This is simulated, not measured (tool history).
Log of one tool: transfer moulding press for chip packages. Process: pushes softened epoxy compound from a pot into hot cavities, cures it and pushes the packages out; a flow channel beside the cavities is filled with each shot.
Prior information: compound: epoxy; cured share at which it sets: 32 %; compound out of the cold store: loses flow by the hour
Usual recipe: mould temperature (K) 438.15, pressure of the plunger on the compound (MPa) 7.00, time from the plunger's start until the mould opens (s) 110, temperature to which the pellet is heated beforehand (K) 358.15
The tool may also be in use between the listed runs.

run,hour,mould temperature (K),pressure of the plunger on the compound (MPa),time from the plunger's start until the mould opens (s),temperature to which the pellet is heated beforehand (K),incoming compound's hours out of the cold store,length that the compound runs in the flow channel (mm),greatest force on the pins that push the packages out (N)
1,0.0,438.15,7.00,110,358.15,26.6,693,340
2,8.8,438.15,7.00,110,358.15,32.2,675,475
3,24.8,438.15,7.00,110,358.15,18.0,720,581
4,45.9,438.15,7.00,110,358.15,32.0,674,669
# hour 63.1: cavities cleaned with cleaning compound and waxed
5,66.4,438.15,7.00,110,358.15,21.2,702,385
6,75.2,438.15,7.00,110,358.15,19.6,707,492
# hour 78.6: mould's thermocouples calibrated
7,85.8,438.15,7.00,110,358.15,17.7,711,544
8,98.6,438.15,7.00,110,358.15,42.4,644,621
9,112.2,438.15,7.00,110,358.15,22.1,700,711
# hour 129.4: cavities cleaned with cleaning compound and waxed
10,130.0,438.15,7.00,110,358.15,22.7,693,351
11,140.0,443.15,7.00,110,366.15,47.7,615,421
12,157.4,443.15,5.30,110,350.15,17.9,607,544
# hour 168.0: mould's thermocouples calibrated, once more
13,169.1,440.15,5.78,110,354.15,42.6,577,588
14,180.1,440.15,8.16,110,354.15,12.2,774,646
15,192.0,441.15,7.00,110,358.15,21.8,692,675
# hour 195.5: cavities cleaned with cleaning compound and waxed
16,204.5,440.15,5.61,121,352.15,24.3,612,417
17,213.1,437.15,7.00,110,358.15,10.4,729,535
18,225.0,435.15,7.00,130,358.15,38.8,660,583
19,240.4,438.15,7.00,149,358.15,9.9,725,599

4 ways to go on from here, each from the tool as it stands after run 19. What would each give?
# hour 258.7: cavities cleaned with cleaning compound and waxed
A,258.9,446.15,7.00,149,358.15,41.9,?,?
# hour 258.7: cavities cleaned with cleaning compound and waxed
B,258.9,442.15,6.51,149,360.15,22.4,?,?
# hour 258.7: cavities cleaned with cleaning compound and waxed
C,258.9,438.15,7.00,138,358.15,32.1,?,?
# hour 258.7: cavities cleaned with cleaning compound and waxed
D,258.9,441.15,5.62,110,358.15,29.3,?,?

run,length that the compound runs in the flow channel (mm),greatest force on the pins that push the packages out (N)
A,621,320
B,657,335
C,665,334
D,592,308
Without the tool's unlogged condition, the same runs would have read:
run,length that the compound runs in the flow channel (mm),greatest force on the pins that push the packages out (N)
A,636,310
B,673,325
C,681,324
D,606,298
